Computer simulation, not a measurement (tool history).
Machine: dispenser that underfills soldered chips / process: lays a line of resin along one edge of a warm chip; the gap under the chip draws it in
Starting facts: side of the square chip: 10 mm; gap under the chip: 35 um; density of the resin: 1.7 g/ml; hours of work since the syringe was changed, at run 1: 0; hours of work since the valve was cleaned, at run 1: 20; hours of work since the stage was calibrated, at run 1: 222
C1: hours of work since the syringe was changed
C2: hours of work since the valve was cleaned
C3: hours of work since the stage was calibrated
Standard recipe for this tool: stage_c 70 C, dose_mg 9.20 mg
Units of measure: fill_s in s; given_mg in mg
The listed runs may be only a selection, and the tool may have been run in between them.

{"run": 1, "hour": 0.0, "stage_c": 70, "dose_mg": 9.2, "C1": 0, "C2": 20, "C3": 222, "fill_s": 52.3, "given_mg": 9.08}
{"run": 2, "hour": 6.3, "stage_c": 70, "dose_mg": 9.2, "C1": 5, "C2": 25, "C3": 227, "fill_s": 71.8, "given_mg": 9.03}
{"hour": 10.1, "done": "new syringe of resin"}
{"run": 3, "hour": 11.4, "stage_c": 75, "dose_mg": 9.2, "C1": 1, "C2": 29, "C3": 230, "fill_s": 48.0, "given_mg": 8.99}
{"run": 4, "hour": 14.7, "stage_c": 59, "dose_mg": 9.2, "C1": 4, "C2": 32, "C3": 233, "fill_s": 90.5, "given_mg": 9.02}
{"hour": 20.2, "done": "new syringe of resin"}
{"run": 5, "hour": 20.3, "stage_c": 70, "dose_mg": 9.2, "C1": 0, "C2": 36, "C3": 237, "fill_s": 52.7, "given_mg": 8.97}
{"run": 6, "hour": 26.0, "stage_c": 70, "dose_mg": 9.2, "C1": 5, "C2": 40, "C3": 241, "fill_s": 69.9, "given_mg": 8.96}
{"hour": 30.4, "done": "new syringe of resin"}
{"run": 7, "hour": 31.1, "stage_c": 70, "dose_mg": 9.2, "C1": 1, "C2": 44, "C3": 245, "fill_s": 53.4, "given_mg": 8.9}
{"run": 8, "hour": 34.7, "stage_c": 70, "dose_mg": 9.2, "C1": 3, "C2": 47, "C3": 248, "fill_s": 64.3, "given_mg": 8.94}
{"hour": 40.5, "done": "new syringe of resin"}
{"run": 9, "hour": 40.5, "stage_c": 70, "dose_mg": 9.2, "C1": 0, "C2": 51, "C3": 252, "fill_s": 51.3, "given_mg": 8.89}
{"run": 10, "hour": 46.2, "stage_c": 70, "dose_mg": 9.2, "C1": 4, "C2": 55, "C3": 257, "fill_s": 68.6, "given_mg": 8.85}
{"hour": 50.4, "done": "new syringe of resin"}
{"run": 11, "hour": 53.8, "stage_c": 70, "dose_mg": 9.2, "C1": 3, "C2": 61, "C3": 262, "fill_s": 60.6, "given_mg": 8.74}
{"run": 12, "hour": 59.3, "stage_c": 70, "dose_mg": 9.2, "C1": 7, "C2": 65, "C3": 267, "fill_s": 78.9, "given_mg": 8.79}
{"hour": 60.3, "done": "new syringe of resin"}
{"run": 13, "hour": 66.9, "stage_c": 70, "dose_mg": 9.2, "C1": 5, "C2": 71, "C3": 272, "fill_s": 71.2, "given_mg": 8.77}
{"hour": 70.3, "done": "new syringe of resin"}
{"run": 14, "hour": 71.7, "stage_c": 69, "dose_mg": 9.2, "C1": 1, "C2": 74, "C3": 276, "fill_s": 57.5, "given_mg": 8.76}
{"hour": 74.5, "done": "dispensing valve cleaned and set on the balance"}
{"run": 15, "hour": 76.0, "stage_c": 82, "dose_mg": 10.65, "C1": 4, "C2": 1, "C3": 278, "fill_s": 44.8, "given_mg": 10.72}
{"hour": 81.4, "done": "new syringe of resin"}
{"run": 16, "hour": 83.6, "stage_c": 84, "dose_mg": 9.76, "C1": 2, "C2": 7, "C3": 284, "fill_s": 38.0, "given_mg": 9.68}
{"run": 17, "hour": 88.5, "stage_c": 76, "dose_mg": 9.76, "C1": 5, "C2": 11, "C3": 288, "fill_s": 61.2, "given_mg": 9.65}
{"hour": 91.7, "done": "new syringe of resin"}
{"run": 18, "hour": 95.2, "stage_c": 63, "dose_mg": 10.01, "C1": 3, "C2": 16, "C3": 293, "fill_s": 74.0, "given_mg": 9.96}
{"hour": 102.1, "done": "new syringe of resin"}
{"run": 19, "hour": 102.4, "stage_c": 63, "dose_mg": 10.01, "C1": 0, "C2": 21, "C3": 298, "fill_s": 64.6, "given_mg": 9.96}
{"run": 20, "hour": 107.8, "stage_c": 56, "dose_mg": 8.91, "C1": 4, "C2": 25, "C3": 302, "fill_s": 106.1, "given_mg": 8.73}
{"hour": 112.3, "done": "new syringe of resin"}
{"run": 21, "hour": 113.5, "stage_c": 82, "dose_mg": 9.74, "C1": 1, "C2": 29, "C3": 306, "fill_s": 37.2, "given_mg": 9.48}
{"run": 22, "hour": 119.3, "stage_c": 82, "dose_mg": 9.74, "C1": 5, "C2": 34, "C3": 311, "fill_s": 49.6, "given_mg": 9.49}
{"hour": 122.5, "done": "new syringe of resin"}
{"run": 23, "hour": 127.7, "stage_c": 68, "dose_mg": 11.61, "C1": 4, "C2": 40, "C3": 317, "fill_s": 70.0, "given_mg": 11.25}
{"hour": 132.5, "done": "new syringe of resin"}
{"run": 24, "hour": 132.9, "stage_c": 68, "dose_mg": 11.61, "C1": 0, "C2": 44, "C3": 321, "fill_s": 55.5, "given_mg": 11.33}
{"run": 25, "hour": 138.1, "stage_c": 68, "dose_mg": 11.61, "C1": 4, "C2": 48, "C3": 325, "fill_s": 69.8, "given_mg": 11.17}
{"run": 26, "hour": 142.1, "stage_c": 68, "dose_mg": 11.61, "C1": 7, "C2": 51, "C3": 328, "fill_s": 84.7, "given_mg": 11.19}
{"hour": 142.8, "done": "new syringe of resin"}
{"run": 27, "hour": 148.7, "stage_c": 68, "dose_mg": 11.61, "C1": 5, "C2": 56, "C3": 333, "fill_s": 69.5, "given_mg": 11.25}
{"hour": 152.7, "done": "new syringe of resin"}
{"run": 28, "hour": 152.7, "stage_c": 68, "dose_mg": 11.61, "C1": 0, "C2": 59, "C3": 336, "fill_s": 53.8, "given_mg": 11.19}

Below are 5 alternative next runs, each starting from the tool's condition after run 28. Predict each:
{"run": "A", "hour": 160.3, "stage_c": 66, "dose_mg": 8.24, "C1": 6, "C2": 65, "C3": 342, "fill_s": "?", "given_mg": "?"}
{"run": "B", "hour": 160.3, "stage_c": 73, "dose_mg": 9.2, "C1": 6, "C2": 65, "C3": 342, "fill_s": "?", "given_mg": "?"}
{"run": "C", "hour": 160.3, "stage_c": 71, "dose_mg": 9.97, "C1": 6, "C2": 65, "C3": 342, "fill_s": "?", "given_mg": "?"}
{"run": "D", "hour": 160.3, "stage_c": 70, "dose_mg": 8.21, "C1": 6, "C2": 65, "C3": 342, "fill_s": "?", "given_mg": "?"}
{"run": "E", "hour": 160.3, "stage_c": 68, "dose_mg": 8.86, "C1": 6, "C2": 65, "C3": 342, "fill_s": "?", "given_mg": "?"}

run=A fill_s=85.6 given_mg=7.85
run=B fill_s=67.8 given_mg=8.82
run=C fill_s=72.9 given_mg=9.57
run=D fill_s=76.7 given_mg=7.83
run=E fill_s=79.9 given_mg=8.41
With no hidden state in the tool, these same runs would have given:
run=A fill_s=61.6 given_mg=8.21
run=B fill_s=48.8 given_mg=9.22
run=C fill_s=52.7 given_mg=10.00
run=D fill_s=55.0 given_mg=8.18
run=E fill_s=57.5 given_mg=8.80
